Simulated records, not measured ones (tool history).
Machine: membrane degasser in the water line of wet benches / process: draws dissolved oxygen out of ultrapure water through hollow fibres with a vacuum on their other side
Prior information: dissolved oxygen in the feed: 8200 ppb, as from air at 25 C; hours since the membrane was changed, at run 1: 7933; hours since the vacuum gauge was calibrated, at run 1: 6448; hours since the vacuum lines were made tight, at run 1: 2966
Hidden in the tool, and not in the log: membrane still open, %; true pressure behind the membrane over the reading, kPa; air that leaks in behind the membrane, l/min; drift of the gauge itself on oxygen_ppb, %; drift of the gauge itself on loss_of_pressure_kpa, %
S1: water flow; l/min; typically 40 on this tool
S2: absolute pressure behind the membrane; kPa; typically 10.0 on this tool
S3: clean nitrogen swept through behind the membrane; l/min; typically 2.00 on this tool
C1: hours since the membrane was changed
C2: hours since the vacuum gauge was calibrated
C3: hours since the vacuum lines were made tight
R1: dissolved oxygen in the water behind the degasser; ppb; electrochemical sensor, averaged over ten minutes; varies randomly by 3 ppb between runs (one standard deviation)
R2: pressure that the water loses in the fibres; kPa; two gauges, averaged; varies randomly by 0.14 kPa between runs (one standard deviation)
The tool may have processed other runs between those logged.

run	hour	S1	S2	S3	C1	C2	C3	R1	R2
1	0.0	40	10.0	2.00	7933	6448	2966	413.1	39.42
2	204.1	40	10.0	2.00	8138	6653	3170	407.7	39.36
3	421.6	40	10.0	2.00	8355	6870	3388	411.9	39.45
4	575.0	40	10.0	2.00	8508	7023	3541	413.6	39.16
5	701.8	30	10.0	2.00	8635	7150	3668	298.5	29.68
6	903.1	30	10.0	2.00	8837	7351	3869	293.6	29.73
7	1062.9	30	10.0	2.00	8996	7511	4029	296.3	29.74
8	1205.0	30	10.0	2.00	9139	7653	4171	301.7	29.57
9	1375.6	40	10.0	2.00	9309	7824	4342	411.0	39.42
# hour 1400.4: vacuum gauge calibrated
10	1537.5	40	20.1	2.00	9470	137	4503	825.4	39.64
11	1673.2	47	20.1	2.00	9606	273	4639	961.0	46.37
12	1865.9	58	10.0	2.00	9799	466	4832	648.2	57.56
13	2068.8	28	10.0	2.00	10002	668	5034	295.0	27.92
14	2256.9	28	10.0	2.00	10190	857	5223	291.7	27.64
15	2493.1	40	10.0	3.28	10426	1093	5459	318.5	40.06
16	2628.1	40	10.0	2.00	10561	1228	5594	432.9	39.59
# hour 2731.8: vacuum gauge calibrated, once more
17	2877.2	40	10.0	2.00	10810	145	5842	396.3	39.81
18	3131.6	25	24.2	0.89	11064	400	6097	1136.8	24.90
19	3327.8	28	24.7	0.87	11260	596	6293	1311.8	27.97
20	3576.7	28	19.4	0.87	11509	845	6542	1015.4	27.97
21	3692.3	41	11.9	3.22	11625	960	6657	360.5	41.00
22	3909.1	41	11.9	3.22	11842	1177	6874	362.2	40.92
23	4059.5	41	11.9	3.22	11992	1328	7025	364.6	41.02
24	4200.1	31	7.9	5.08	12133	1468	7165	131.5	31.19
25	4401.3	31	13.1	5.08	12334	1670	7367	205.1	31.21
26	4642.1	31	13.1	3.18	12575	1910	7607	286.3	30.94
27	4878.9	40	10.3	2.00	12811	2147	7844	420.1	40.04
28	5077.6	40	10.3	2.00	13010	2346	8043	414.6	39.87
29	5322.3	61	10.0	2.06	13255	2590	8288	642.5	61.21
30	5484.5	25	16.8	3.12	13417	2753	8450	293.8	25.06
31	5722.5	41	10.0	5.11	13655	2991	8688	247.0	41.29

Describe how what the log doesn't record of the tool's condition differs between the last listed run preceding each entry between runs and the first listed run following it.
Between runs 9 and 10: vacuum gauge calibrated (hour 1400.4)
  membrane still open, %: 96.7 -> 96.6; true pressure behind the membrane over the reading, kPa: 0.58 -> 0.98; air that leaks in behind the membrane, l/min: 0.0105 -> 0.0108
  difference, measured minus the result without the unlogged condition, R1: +37.7 -> +51.6 ppb; R2: +1.30 -> +1.32 kPa
Between runs 16 and 17: vacuum gauge calibrated, once more (hour 2731.8)
  membrane still open, %: 96.3 -> 96.2; true pressure behind the membrane over the reading, kPa: 1.06 -> -0.02; air that leaks in behind the membrane, l/min: 0.0126 -> 0.013
  difference, measured minus the result without the unlogged condition, R1: +59.2 -> +16.2 ppb; R2: +1.47 -> +1.52 kPa

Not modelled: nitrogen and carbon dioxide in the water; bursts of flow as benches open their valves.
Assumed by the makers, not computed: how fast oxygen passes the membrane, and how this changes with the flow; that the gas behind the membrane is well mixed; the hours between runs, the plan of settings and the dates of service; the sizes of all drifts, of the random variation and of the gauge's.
